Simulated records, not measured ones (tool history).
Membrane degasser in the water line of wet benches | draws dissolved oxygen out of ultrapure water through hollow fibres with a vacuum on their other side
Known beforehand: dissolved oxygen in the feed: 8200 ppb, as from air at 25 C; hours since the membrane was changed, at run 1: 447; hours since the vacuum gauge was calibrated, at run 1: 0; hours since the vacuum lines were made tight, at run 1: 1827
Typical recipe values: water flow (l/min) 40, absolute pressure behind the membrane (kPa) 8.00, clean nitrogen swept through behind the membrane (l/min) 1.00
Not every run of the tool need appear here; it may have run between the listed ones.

| run | hour | water flow (l/min) | absolute pressure behind the membrane (kPa) | clean nitrogen swept through behind the membrane (l/min) | hours since the membrane was changed | hours since the vacuum gauge was calibrated | hours since the vacuum lines were made tight | dissolved oxygen in the water behind the degasser (ppb) | pressure that the water loses in the fibres (kPa) |
|---|---|---|---|---|---|---|---|---|---|
| 1 | 0.0 | 40 | 8.00 | 1.00 | 447 | 0 | 1827 | 444.0 | 29.53 |
| 2 | 181.7 | 40 | 8.00 | 1.00 | 629 | 182 | 2008 | 447.0 | 29.60 |
| 3 | 463.5 | 40 | 8.00 | 1.00 | 911 | 463 | 2290 | 447.4 | 29.82 |
| 4 | 760.4 | 34 | 8.00 | 1.00 | 1208 | 760 | 2587 | 363.5 | 25.44 |
| 5 | 1111.6 | 34 | 8.00 | 1.00 | 1559 | 1112 | 2938 | 370.7 | 25.34 |
| 6 | 1454.2 | 40 | 14.35 | 1.00 | 1902 | 1454 | 3281 | 900.5 | 30.08 |
| 7 | 1690.4 | 40 | 8.00 | 2.38 | 2138 | 1690 | 3517 | 265.3 | 29.74 |
| 8 | 1903.3 | 40 | 8.00 | 2.38 | 2351 | 1903 | 3730 | 259.6 | 29.93 |
| 9 | 2176.0 | 40 | 19.85 | 1.00 | 2623 | 2176 | 4003 | 1255.4 | 30.05 |
| 10 | 2392.9 | 48 | 7.43 | 0.79 | 2840 | 2393 | 4220 | 599.5 | 35.88 |
| 11 | 2751.1 | 48 | 7.43 | 0.79 | 3198 | 2751 | 4578 | 612.1 | 36.28 |
| 12 | 2936.6 | 48 | 7.43 | 0.79 | 3384 | 2937 | 4763 | 611.8 | 36.09 |
| 13 | 3253.5 | 43 | 16.08 | 0.95 | 3701 | 3254 | 5080 | 1134.0 | 32.54 |
| 14 | 3457.9 | 33 | 8.00 | 0.43 | 3905 | 3458 | 5285 | 649.3 | 25.19 |
| 15 | 3697.1 | 33 | 8.00 | 0.43 | 4144 | 3697 | 5524 | 650.8 | 24.91 |
| 16 | 3967.0 | 33 | 8.00 | 0.43 | 4414 | 3967 | 5794 | 664.9 | 24.96 |
| 17 | 4137.1 | 40 | 8.00 | 0.43 | 4584 | 4137 | 5964 | 795.3 | 30.55 |

Each row is a separate what-if for the run after 17, all from the same tool condition, not one after another. Results?
| A | 4363.2 | 40 | 8.00 | 2.29 | 4811 | 4363 | 6190 | ? | ? |
| B | 4363.2 | 40 | 10.53 | 0.43 | 4811 | 4363 | 6190 | ? | ? |
| C | 4363.2 | 40 | 6.17 | 2.39 | 4811 | 4363 | 6190 | ? | ? |
| D | 4363.2 | 51 | 14.67 | 0.46 | 4811 | 4363 | 6190 | ? | ? |
| E | 4363.2 | 24 | 8.00 | 0.43 | 4811 | 4363 | 6190 | ? | ? |

| run | dissolved oxygen in the water behind the degasser (ppb) | pressure that the water loses in the fibres (kPa) |
|---|---|---|
| A | 283.2 | 30.50 |
| B | 1088.0 | 30.72 |
| C | 206.9 | 30.61 |
| D | 1800.1 | 38.98 |
| E | 516.1 | 18.39 |
Without the tool's hidden state the same runs would have given:
| run | dissolved oxygen in the water behind the degasser (ppb) | pressure that the water loses in the fibres (kPa) |
|---|---|---|
| A | 254.7 | 29.31 |
| B | 1040.6 | 29.53 |
| C | 179.1 | 29.42 |
| D | 1749.4 | 37.46 |
| E | 482.4 | 17.68 |
